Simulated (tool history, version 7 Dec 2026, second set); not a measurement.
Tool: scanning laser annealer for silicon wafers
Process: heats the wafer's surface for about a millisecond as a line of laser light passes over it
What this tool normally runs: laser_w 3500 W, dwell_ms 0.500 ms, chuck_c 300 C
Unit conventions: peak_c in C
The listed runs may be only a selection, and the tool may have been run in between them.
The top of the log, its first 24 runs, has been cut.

{"run": 25, "hour": 1576.1, "laser_w": 3328, "dwell_ms": 0.563, "chuck_c": 300, "peak_c": 1105}
{"run": 26, "hour": 1615.7, "laser_w": 3828, "dwell_ms": 0.389, "chuck_c": 312, "peak_c": 1121}
{"run": 27, "hour": 1699.6, "laser_w": 3828, "dwell_ms": 0.389, "chuck_c": 308, "peak_c": 1119}
{"hour": 1739.0, "done": "window over the wafer cleaned"}
{"run": 28, "hour": 1773.9, "laser_w": 3500, "dwell_ms": 0.43, "chuck_c": 281, "peak_c": 1040}
{"run": 29, "hour": 1842.1, "laser_w": 3100, "dwell_ms": 0.367, "chuck_c": 269, "peak_c": 871}
{"run": 30, "hour": 1913.2, "laser_w": 3100, "dwell_ms": 0.367, "chuck_c": 269, "peak_c": 866}
{"run": 31, "hour": 1955.8, "laser_w": 3100, "dwell_ms": 0.367, "chuck_c": 269, "peak_c": 869}
{"run": 32, "hour": 2031.3, "laser_w": 3625, "dwell_ms": 0.605, "chuck_c": 262, "peak_c": 1193}
{"run": 33, "hour": 2111.3, "laser_w": 3500, "dwell_ms": 0.426, "chuck_c": 300, "peak_c": 1056}
{"run": 34, "hour": 2148.6, "laser_w": 3500, "dwell_ms": 0.595, "chuck_c": 301, "peak_c": 1178}
{"hour": 2226.7, "done": "optics aligned, line set to its width"}
{"run": 35, "hour": 2226.7, "laser_w": 3500, "dwell_ms": 0.595, "chuck_c": 301, "peak_c": 1181}
{"run": 36, "hour": 2300.1, "laser_w": 3427, "dwell_ms": 0.486, "chuck_c": 269, "peak_c": 1048}
{"run": 37, "hour": 2379.8, "laser_w": 3408, "dwell_ms": 0.35, "chuck_c": 269, "peak_c": 932}
{"run": 38, "hour": 2449.9, "laser_w": 3500, "dwell_ms": 0.5, "chuck_c": 292, "peak_c": 1104}
{"run": 39, "hour": 2492.9, "laser_w": 3500, "dwell_ms": 0.465, "chuck_c": 329, "peak_c": 1114}

Here are 3 independent what-if runs from the current tool condition. What would each one return?
{"run": "A", "hour": 2531.5, "laser_w": 3021, "dwell_ms": 0.362, "chuck_c": 340, "peak_c": "?"}
{"run": "B", "hour": 2531.5, "laser_w": 3275, "dwell_ms": 0.414, "chuck_c": 300, "peak_c": "?"}
{"run": "C", "hour": 2531.5, "laser_w": 3042, "dwell_ms": 0.408, "chuck_c": 308, "peak_c": "?"}

run=A peak_c=917
run=B peak_c=984
run=C peak_c=923
The same runs, with their run-to-run variation unchanged, on a tool lacking any hidden condition would have given:
run=A peak_c=917
run=B peak_c=985
run=C peak_c=924
